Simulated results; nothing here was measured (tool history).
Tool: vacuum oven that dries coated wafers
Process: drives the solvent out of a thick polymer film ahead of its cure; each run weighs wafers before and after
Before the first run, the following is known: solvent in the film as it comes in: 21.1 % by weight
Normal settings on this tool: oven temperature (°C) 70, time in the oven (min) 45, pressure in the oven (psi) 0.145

| run | hour | oven temperature (°C) | time in the oven (min) | pressure in the oven (psi) | solvent left in the film (%) |
|---|---|---|---|---|---|
| 1 | 0 | 70 | 45 | 0.145 | 2.63 |
| 2 | 11.3 | 70 | 49 | 0.145 | 2.37 |
| 3 | 21.8 | 70 | 49 | 0.145 | 2.38 |
| 4 | 31 | 70 | 49 | 0.145 | 2.48 |
| 5 | 43.1 | 81 | 45 | 0.145 | 1.02 |
| 6 | 49.3 | 81 | 45 | 0.145 | 0.93 |
| 7 | 55.8 | 81 | 45 | 0.145 | 1.03 |
| 8 | 67.4 | 81 | 45 | 0.145 | 1.03 |
| 9 | 78.7 | 81 | 45 | 0.145 | 1.05 |
| 10 | 87.2 | 81 | 45 | 0.145 | 0.96 |
| 11 | 95 | 81 | 45 | 0.145 | 0.99 |
| 12 | 102 | 81 | 45 | 0.145 | 0.98 |
| 13 | 111.9 | 70 | 45 | 0.145 | 2.64 |
| 14 | 124 | 70 | 45 | 0.145 | 2.74 |
| 15 | 131.3 | 70 | 45 | 0.145 | 2.69 |
| 16 | 138.5 | 70 | 45 | 0.145 | 2.62 |
| 17 | 148.5 | 76 | 45 | 0.145 | 1.48 |
| 18 | 157 | 70 | 45 | 0.145 | 2.58 |
| 19 | 166 | 70 | 45 | 0.145 | 2.71 |
| 20 | 176.4 | 70 | 45 | 0.145 | 2.56 |
| 21 | 185.9 | 70 | 45 | 0.145 | 2.63 |
| 22 | 194 | 59 | 45 | 0.145 | 7.32 |
| 23 | 200 | 59 | 45 | 0.145 | 7.17 |
| 24 | 211 | 70 | 79 | 0.145 | 1.72 |
| 25 | 221.6 | 80 | 27 | 0.336 | 2.91 |
| 26 | 228.8 | 70 | 45 | 0.277 | 3.92 |
| 27 | 241.2 | 70 | 45 | 0.277 | 3.98 |
| 28 | 249.5 | 65 | 64 | 0.097 | 2.51 |
| 29 | 261.5 | 65 | 64 | 0.097 | 2.63 |
| 30 | 273.5 | 81 | 45 | 0.145 | 0.97 |
| 31 | 282.1 | 81 | 45 | 0.145 | 0.99 |
| 32 | 291.8 | 81 | 45 | 0.145 | 0.98 |
| 33 | 297.5 | 81 | 45 | 0.145 | 0.89 |
| 34 | 306.7 | 70 | 37 | 0.145 | 3.39 |
| 35 | 318.3 | 57 | 81 | 0.486 | 10.34 |
| 36 | 327.8 | 66 | 25 | 0.406 | 9.43 |
| 37 | 339 | 56 | 25 | 0.406 | 14.27 |
| 38 | 344.2 | 65 | 29 | 0.096 | 6.29 |
| 39 | 355.3 | 70 | 37 | 0.073 | 2.74 |
| 40 | 361.8 | 70 | 59 | 0.145 | 1.98 |
| 41 | 372.8 | 81 | 45 | 0.191 | 1.27 |

For run 42, what comes out?
| 42 | 377.9 | 81 | 45 | 0.191 | ? |

Run 42 came out at solvent left in the film (%) 1.31.
The same run, on a tool lacking any hidden state, would have yielded solvent left in the film (%) 1.31.

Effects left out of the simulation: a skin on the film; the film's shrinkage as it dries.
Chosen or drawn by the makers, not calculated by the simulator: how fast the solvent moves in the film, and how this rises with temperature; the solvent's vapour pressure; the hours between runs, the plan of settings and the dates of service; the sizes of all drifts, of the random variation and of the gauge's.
